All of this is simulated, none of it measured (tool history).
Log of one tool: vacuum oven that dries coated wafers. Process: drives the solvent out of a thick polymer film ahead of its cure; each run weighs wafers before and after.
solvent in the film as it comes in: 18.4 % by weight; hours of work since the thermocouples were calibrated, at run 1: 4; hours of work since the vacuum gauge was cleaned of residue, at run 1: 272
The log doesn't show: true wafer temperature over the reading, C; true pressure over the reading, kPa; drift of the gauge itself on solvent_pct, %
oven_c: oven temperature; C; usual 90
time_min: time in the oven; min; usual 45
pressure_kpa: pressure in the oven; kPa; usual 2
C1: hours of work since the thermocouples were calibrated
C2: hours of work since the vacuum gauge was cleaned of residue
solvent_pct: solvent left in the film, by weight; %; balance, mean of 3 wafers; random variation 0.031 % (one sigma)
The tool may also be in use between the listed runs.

run 1 day=0 | oven_c=90 time_min=45 pressure_kpa=2 | C1=4 C2=272 | solvent_pct=2.29
run 2 day=1.188 | oven_c=90 time_min=45 pressure_kpa=2 | C1=17 C2=285 | solvent_pct=2.33
run 3 day=2.346 | oven_c=98 time_min=45 pressure_kpa=2 | C1=29 C2=297 | solvent_pct=1.3
run 4 day=3.471 | oven_c=98 time_min=45 pressure_kpa=2 | C1=41 C2=308 | solvent_pct=1.28
run 5 day=4.408 | oven_c=90 time_min=45 pressure_kpa=1.81 | C1=50 C2=318 | solvent_pct=2.17
run 6 day=5.512 | oven_c=90 time_min=45 pressure_kpa=1.81 | C1=62 C2=330 | solvent_pct=2.19
run 7 day=6.65 | oven_c=90 time_min=45 pressure_kpa=2 | C1=74 C2=341 | solvent_pct=2.41
run 8 day=7.929 | oven_c=90 time_min=45 pressure_kpa=2 | C1=87 C2=355 | solvent_pct=2.35
run 9 day=8.971 | oven_c=90 time_min=45 pressure_kpa=2 | C1=98 C2=366 | solvent_pct=2.3
run 10 day=9.854 | oven_c=90 time_min=45 pressure_kpa=2 | C1=107 C2=375 | solvent_pct=2.36
run 11 day=10.571 | oven_c=90 time_min=45 pressure_kpa=2 | C1=114 C2=382 | solvent_pct=2.31
run 12 day=11.171 | oven_c=90 time_min=45 pressure_kpa=2 | C1=121 C2=388 | solvent_pct=2.33
run 13 day=12.179 | oven_c=90 time_min=45 pressure_kpa=2 | C1=131 C2=399 | solvent_pct=2.29
run 14 day=13.312 | oven_c=90 time_min=45 pressure_kpa=2 | C1=143 C2=411 | solvent_pct=2.32
run 15 day=14.112 | oven_c=90 time_min=45 pressure_kpa=2 | C1=151 C2=419 | solvent_pct=2.34
run 16 day=15.021 | oven_c=90 time_min=45 pressure_kpa=2 | C1=161 C2=429 | solvent_pct=2.31
run 17 day=16.054 | oven_c=90 time_min=45 pressure_kpa=2 | C1=171 C2=439 | solvent_pct=2.3
run 18 day=16.883 | oven_c=90 time_min=45 pressure_kpa=2 | C1=180 C2=448 | solvent_pct=2.33
run 19 day=17.971 | oven_c=92 time_min=45 pressure_kpa=2 | C1=191 C2=459 | solvent_pct=2.01
-- day=18.138 oven's thermocouples calibrated
run 20 day=18.888 | oven_c=92 time_min=45 pressure_kpa=2 | C1=8 C2=468 | solvent_pct=1.99
run 21 day=20.1 | oven_c=75 time_min=45 pressure_kpa=2 | C1=20 C2=480 | solvent_pct=6.51
run 22 day=21.146 | oven_c=75 time_min=45 pressure_kpa=2 | C1=31 C2=491 | solvent_pct=6.5
run 23 day=21.717 | oven_c=90 time_min=45 pressure_kpa=2 | C1=37 C2=497 | solvent_pct=2.24
run 24 day=22.992 | oven_c=90 time_min=69 pressure_kpa=1.47 | C1=51 C2=511 | solvent_pct=1.34
-- day=23.675 oven's thermocouples calibrated, once more
run 25 day=24.188 | oven_c=90 time_min=50 pressure_kpa=1.47 | C1=5 C2=522 | solvent_pct=1.83
run 26 day=25 | oven_c=90 time_min=47 pressure_kpa=3.05 | C1=14 C2=531 | solvent_pct=3.11
run 27 day=25.988 | oven_c=75 time_min=47 pressure_kpa=3.05 | C1=24 C2=541 | solvent_pct=7.9
run 28 day=27.104 | oven_c=75 time_min=47 pressure_kpa=3.05 | C1=36 C2=552 | solvent_pct=7.87
run 29 day=27.733 | oven_c=75 time_min=47 pressure_kpa=3.05 | C1=42 C2=559 | solvent_pct=7.81
run 30 day=28.717 | oven_c=75 time_min=47 pressure_kpa=3.05 | C1=52 C2=569 | solvent_pct=7.84
run 31 day=29.879 | oven_c=75 time_min=26 pressure_kpa=1.78 | C1=65 C2=581 | solvent_pct=9.22
run 32 day=30.854 | oven_c=102 time_min=25 pressure_kpa=5.4 | C1=75 C2=592 | solvent_pct=3.28
run 33 day=31.429 | oven_c=94 time_min=46 pressure_kpa=2 | C1=81 C2=598 | solvent_pct=1.77
run 34 day=32.612 | oven_c=94 time_min=46 pressure_kpa=2 | C1=93 C2=610 | solvent_pct=1.78
run 35 day=33.858 | oven_c=83 time_min=59 pressure_kpa=1.86 | C1=106 C2=623 | solvent_pct=3.12
run 36 day=34.788 | oven_c=90 time_min=45 pressure_kpa=6.09 | C1=116 C2=632 | solvent_pct=5.26
run 37 day=35.733 | oven_c=86 time_min=72 pressure_kpa=1.78 | C1=125 C2=642 | solvent_pct=2.07
run 38 day=36.367 | oven_c=86 time_min=72 pressure_kpa=1.78 | C1=132 C2=649 | solvent_pct=2.09
run 39 day=37.646 | oven_c=86 time_min=72 pressure_kpa=1.78 | C1=145 C2=662 | solvent_pct=2.12
run 40 day=38.421 | oven_c=86 time_min=72 pressure_kpa=1.78 | C1=153 C2=670 | solvent_pct=2.06
run 41 day=39.538 | oven_c=86 time_min=72 pressure_kpa=1.78 | C1=165 C2=682 | solvent_pct=2.08
run 42 day=40.75 | oven_c=86 time_min=72 pressure_kpa=1.78 | C1=178 C2=694 | solvent_pct=2.1
run 43 day=41.379 | oven_c=100 time_min=32 pressure_kpa=2 | C1=184 C2=701 | solvent_pct=1.58
run 44 day=42.296 | oven_c=104 time_min=45 pressure_kpa=3.39 | C1=194 C2=711 | solvent_pct=1.61
run 45 day=43.229 | oven_c=104 time_min=45 pressure_kpa=3.39 | C1=203 C2=720 | solvent_pct=1.59

Hidden state at the last listed run before each entry between runs and at the first one after, where it differs:
Between runs 19 and 20: oven's thermocouples calibrated (day 18.138)
  true wafer temperature over the reading, C: 0.84 -> 1.29; true pressure over the reading, kPa: 0.153 -> 0.156
  measured less the result without the state, solvent_pct: -0.03 -> -0.1 %
Between runs 24 and 25: oven's thermocouples calibrated, once more (day 23.675)
  true wafer temperature over the reading, C: 1.39 -> 0.17; true pressure over the reading, kPa: 0.171 -> 0.175
  measured less the result without the state, solvent_pct: +0.01 -> +0.1 %

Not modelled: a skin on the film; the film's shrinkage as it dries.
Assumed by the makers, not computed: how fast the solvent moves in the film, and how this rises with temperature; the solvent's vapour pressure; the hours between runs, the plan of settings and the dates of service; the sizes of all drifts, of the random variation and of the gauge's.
